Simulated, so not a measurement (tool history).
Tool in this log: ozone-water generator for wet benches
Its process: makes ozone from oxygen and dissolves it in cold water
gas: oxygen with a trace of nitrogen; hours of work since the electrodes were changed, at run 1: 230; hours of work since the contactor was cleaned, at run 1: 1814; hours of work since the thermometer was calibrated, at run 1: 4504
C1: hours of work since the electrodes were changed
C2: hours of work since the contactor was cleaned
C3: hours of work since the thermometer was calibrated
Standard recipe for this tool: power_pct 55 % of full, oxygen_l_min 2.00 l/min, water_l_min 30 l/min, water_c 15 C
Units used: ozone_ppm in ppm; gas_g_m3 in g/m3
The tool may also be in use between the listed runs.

run 1 hour=0.0 | power_pct=55 oxygen_l_min=2.00 water_l_min=30 water_c=15 | C1=230 C2=1814 C3=4504 | ozone_ppm=4.3 gas_g_m3=137.3
run 2 hour=27.1 | power_pct=55 oxygen_l_min=2.00 water_l_min=29 water_c=15 | C1=251 C2=1835 C3=4525 | ozone_ppm=4.4 gas_g_m3=137.3
run 3 hour=63.1 | power_pct=55 oxygen_l_min=2.00 water_l_min=30 water_c=10 | C1=279 C2=1863 C3=4553 | ozone_ppm=4.2 gas_g_m3=137.5
run 4 hour=92.6 | power_pct=55 oxygen_l_min=2.00 water_l_min=30 water_c=10 | C1=302 C2=1886 C3=4576 | ozone_ppm=4.2 gas_g_m3=137.9
run 5 hour=137.2 | power_pct=55 oxygen_l_min=2.00 water_l_min=30 water_c=10 | C1=337 C2=1921 C3=4611 | ozone_ppm=4.1 gas_g_m3=137.8
run 6 hour=178.4 | power_pct=55 oxygen_l_min=1.33 water_l_min=30 water_c=15 | C1=369 C2=1953 C3=4643 | ozone_ppm=3.4 gas_g_m3=155.6
run 7 hour=213.0 | power_pct=55 oxygen_l_min=2.00 water_l_min=30 water_c=15 | C1=396 C2=1980 C3=4670 | ozone_ppm=4.0 gas_g_m3=137.8
run 8 hour=254.2 | power_pct=55 oxygen_l_min=2.00 water_l_min=30 water_c=15 | C1=428 C2=2012 C3=4702 | ozone_ppm=4.2 gas_g_m3=135.2
run 9 hour=288.4 | power_pct=68 oxygen_l_min=2.00 water_l_min=30 water_c=15 | C1=455 C2=2039 C3=4729 | ozone_ppm=4.6 gas_g_m3=152.3
run 10 hour=314.0 | power_pct=55 oxygen_l_min=2.00 water_l_min=30 water_c=15 | C1=474 C2=2059 C3=4749 | ozone_ppm=4.2 gas_g_m3=134.4
run 11 hour=336.0 | power_pct=55 oxygen_l_min=2.00 water_l_min=30 water_c=15 | C1=492 C2=2076 C3=4766 | ozone_ppm=4.3 gas_g_m3=135.3
run 12 hour=364.2 | power_pct=55 oxygen_l_min=3.51 water_l_min=30 water_c=10 | C1=514 C2=2098 C3=4788 | ozone_ppm=5.5 gas_g_m3=111.0
run 13 hour=398.9 | power_pct=62 oxygen_l_min=2.46 water_l_min=30 water_c=10 | C1=541 C2=2125 C3=4815 | ozone_ppm=5.0 gas_g_m3=134.3
run 14 hour=431.1 | power_pct=55 oxygen_l_min=2.00 water_l_min=39 water_c=12 | C1=566 C2=2150 C3=4840 | ozone_ppm=3.2 gas_g_m3=135.7
run 15 hour=470.7 | power_pct=55 oxygen_l_min=2.00 water_l_min=38 water_c=13 | C1=596 C2=2180 C3=4871 | ozone_ppm=3.1 gas_g_m3=136.5
run 16 hour=511.9 | power_pct=55 oxygen_l_min=1.86 water_l_min=32 water_c=21 | C1=629 C2=2213 C3=4903 | ozone_ppm=3.7 gas_g_m3=137.5
run 17 hour=538.8 | power_pct=55 oxygen_l_min=1.86 water_l_min=32 water_c=21 | C1=649 C2=2234 C3=4924 | ozone_ppm=3.5 gas_g_m3=137.2
run 18 hour=571.2 | power_pct=67 oxygen_l_min=1.86 water_l_min=32 water_c=20 | C1=675 C2=2259 C3=4949 | ozone_ppm=3.9 gas_g_m3=154.4
-- hour=604.3 water thermometer calibrated
run 19 hour=613.1 | power_pct=82 oxygen_l_min=2.18 water_l_min=30 water_c=15 | C1=707 C2=2291 C3=7 | ozone_ppm=5.2 gas_g_m3=162.8
run 20 hour=637.8 | power_pct=82 oxygen_l_min=2.18 water_l_min=30 water_c=15 | C1=726 C2=2310 C3=26 | ozone_ppm=5.1 gas_g_m3=161.2
run 21 hour=667.8 | power_pct=84 oxygen_l_min=1.25 water_l_min=48 water_c=8 | C1=749 C2=2334 C3=49 | ozone_ppm=2.2 gas_g_m3=194.7

Each row is a separate what-if for the run after 21, all from the same tool condition, not one after another. Results?
run A hour=691.7 | power_pct=82 oxygen_l_min=2.00 water_l_min=39 water_c=15 | C1=768 C2=2352 C3=68 | ozone_ppm=? gas_g_m3=?
run B hour=691.7 | power_pct=45 oxygen_l_min=1.25 water_l_min=48 water_c=8 | C1=768 C2=2352 C3=68 | ozone_ppm=? gas_g_m3=?
run C hour=691.7 | power_pct=89 oxygen_l_min=1.02 water_l_min=23 water_c=8 | C1=768 C2=2352 C3=68 | ozone_ppm=? gas_g_m3=?
run D hour=691.7 | power_pct=84 oxygen_l_min=1.25 water_l_min=30 water_c=8 | C1=768 C2=2352 C3=68 | ozone_ppm=? gas_g_m3=?
run E hour=691.7 | power_pct=84 oxygen_l_min=1.09 water_l_min=46 water_c=10 | C1=768 C2=2352 C3=68 | ozone_ppm=? gas_g_m3=?

run=A ozone_ppm=3.7 gas_g_m3=166.0
run=B ozone_ppm=1.6 gas_g_m3=140.9
run=C ozone_ppm=5.0 gas_g_m3=213.8
run=D ozone_ppm=4.0 gas_g_m3=195.6
run=E ozone_ppm=2.0 gas_g_m3=204.3
With no hidden state in the tool, these same runs would have given:
run=A ozone_ppm=4.0 gas_g_m3=172.2
run=B ozone_ppm=1.7 gas_g_m3=144.5
run=C ozone_ppm=5.5 gas_g_m3=222.0
run=D ozone_ppm=4.3 gas_g_m3=202.9
run=E ozone_ppm=2.2 gas_g_m3=212.0
